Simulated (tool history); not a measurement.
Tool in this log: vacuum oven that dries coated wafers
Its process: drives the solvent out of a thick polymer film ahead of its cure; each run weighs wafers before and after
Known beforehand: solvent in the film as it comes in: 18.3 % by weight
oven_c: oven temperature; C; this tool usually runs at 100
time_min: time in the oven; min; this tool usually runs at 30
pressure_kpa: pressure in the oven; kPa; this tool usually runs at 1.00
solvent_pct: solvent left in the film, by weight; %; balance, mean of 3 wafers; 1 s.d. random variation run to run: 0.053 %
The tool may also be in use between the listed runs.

{"run": 1, "hour": 0.0, "oven_c": 100, "time_min": 30, "pressure_kpa": 1.0, "solvent_pct": 1.5}
{"run": 2, "hour": 18.4, "oven_c": 100, "time_min": 30, "pressure_kpa": 1.0, "solvent_pct": 1.44}
{"run": 3, "hour": 29.9, "oven_c": 94, "time_min": 30, "pressure_kpa": 1.0, "solvent_pct": 2.33}
{"run": 4, "hour": 48.2, "oven_c": 94, "time_min": 30, "pressure_kpa": 1.0, "solvent_pct": 2.45}
{"run": 5, "hour": 58.0, "oven_c": 100, "time_min": 18, "pressure_kpa": 1.0, "solvent_pct": 3.37}
{"run": 6, "hour": 66.7, "oven_c": 100, "time_min": 30, "pressure_kpa": 2.79, "solvent_pct": 2.5}
{"run": 7, "hour": 77.6, "oven_c": 100, "time_min": 30, "pressure_kpa": 2.79, "solvent_pct": 2.61}
{"run": 8, "hour": 96.2, "oven_c": 100, "time_min": 34, "pressure_kpa": 1.0, "solvent_pct": 1.18}
{"run": 9, "hour": 108.7, "oven_c": 100, "time_min": 30, "pressure_kpa": 1.0, "solvent_pct": 1.54}
{"run": 10, "hour": 122.2, "oven_c": 100, "time_min": 30, "pressure_kpa": 1.0, "solvent_pct": 1.63}
{"hour": 125.3, "done": "vacuum gauge cleaned of residue and calibrated"}
{"run": 11, "hour": 139.0, "oven_c": 100, "time_min": 30, "pressure_kpa": 1.0, "solvent_pct": 1.59}
{"hour": 142.1, "done": "oven's thermocouples calibrated"}
{"run": 12, "hour": 155.9, "oven_c": 100, "time_min": 30, "pressure_kpa": 1.0, "solvent_pct": 1.66}
{"hour": 166.4, "done": "vacuum gauge cleaned of residue and calibrated, once more"}
{"run": 13, "hour": 167.8, "oven_c": 100, "time_min": 27, "pressure_kpa": 1.0, "solvent_pct": 2.02}
{"run": 14, "hour": 177.5, "oven_c": 100, "time_min": 30, "pressure_kpa": 1.0, "solvent_pct": 1.57}
{"run": 15, "hour": 194.7, "oven_c": 100, "time_min": 30, "pressure_kpa": 1.0, "solvent_pct": 1.61}
{"run": 16, "hour": 204.8, "oven_c": 100, "time_min": 30, "pressure_kpa": 1.0, "solvent_pct": 1.55}
{"run": 17, "hour": 217.1, "oven_c": 100, "time_min": 30, "pressure_kpa": 1.0, "solvent_pct": 1.67}
{"run": 18, "hour": 233.7, "oven_c": 110, "time_min": 30, "pressure_kpa": 1.0, "solvent_pct": 0.71}
{"run": 19, "hour": 242.7, "oven_c": 100, "time_min": 28, "pressure_kpa": 2.35, "solvent_pct": 2.57}
{"run": 20, "hour": 250.9, "oven_c": 87, "time_min": 42, "pressure_kpa": 1.67, "solvent_pct": 3.1}
{"run": 21, "hour": 264.3, "oven_c": 87, "time_min": 42, "pressure_kpa": 1.67, "solvent_pct": 3.19}
{"run": 22, "hour": 279.7, "oven_c": 100, "time_min": 41, "pressure_kpa": 1.0, "solvent_pct": 0.99}
{"run": 23, "hour": 295.4, "oven_c": 109, "time_min": 17, "pressure_kpa": 3.42, "solvent_pct": 3.06}
{"run": 24, "hour": 307.0, "oven_c": 97, "time_min": 30, "pressure_kpa": 2.44, "solvent_pct": 2.92}
{"run": 25, "hour": 316.4, "oven_c": 103, "time_min": 30, "pressure_kpa": 1.0, "solvent_pct": 1.19}
{"run": 26, "hour": 334.5, "oven_c": 101, "time_min": 37, "pressure_kpa": 1.0, "solvent_pct": 1.08}
{"run": 27, "hour": 348.6, "oven_c": 101, "time_min": 37, "pressure_kpa": 1.0, "solvent_pct": 1.09}
{"run": 28, "hour": 359.9, "oven_c": 100, "time_min": 26, "pressure_kpa": 1.0, "solvent_pct": 2.09}
{"run": 29, "hour": 375.9, "oven_c": 100, "time_min": 26, "pressure_kpa": 1.0, "solvent_pct": 2.01}
{"run": 30, "hour": 386.0, "oven_c": 100, "time_min": 26, "pressure_kpa": 1.0, "solvent_pct": 2.04}
{"run": 31, "hour": 395.1, "oven_c": 100, "time_min": 28, "pressure_kpa": 1.0, "solvent_pct": 1.8}
{"run": 32, "hour": 410.5, "oven_c": 100, "time_min": 28, "pressure_kpa": 1.48, "solvent_pct": 2.02}
{"run": 33, "hour": 428.2, "oven_c": 89, "time_min": 18, "pressure_kpa": 1.24, "solvent_pct": 6.24}

Each row is a separate what-if for the run after 33, all from the same tool condition, not one after another. Results?
{"run": "A", "hour": 440.4, "oven_c": 100, "time_min": 50, "pressure_kpa": 1.11, "solvent_pct": "?"}
{"run": "B", "hour": 440.4, "oven_c": 87, "time_min": 27, "pressure_kpa": 3.83, "solvent_pct": "?"}
{"run": "C", "hour": 440.4, "oven_c": 98, "time_min": 19, "pressure_kpa": 1.34, "solvent_pct": "?"}

run=A solvent_pct=0.87
run=B solvent_pct=6.80
run=C solvent_pct=3.70
Without the tool's hidden state the same runs would have given:
run=A solvent_pct=0.83
run=B solvent_pct=6.84
run=C solvent_pct=3.73

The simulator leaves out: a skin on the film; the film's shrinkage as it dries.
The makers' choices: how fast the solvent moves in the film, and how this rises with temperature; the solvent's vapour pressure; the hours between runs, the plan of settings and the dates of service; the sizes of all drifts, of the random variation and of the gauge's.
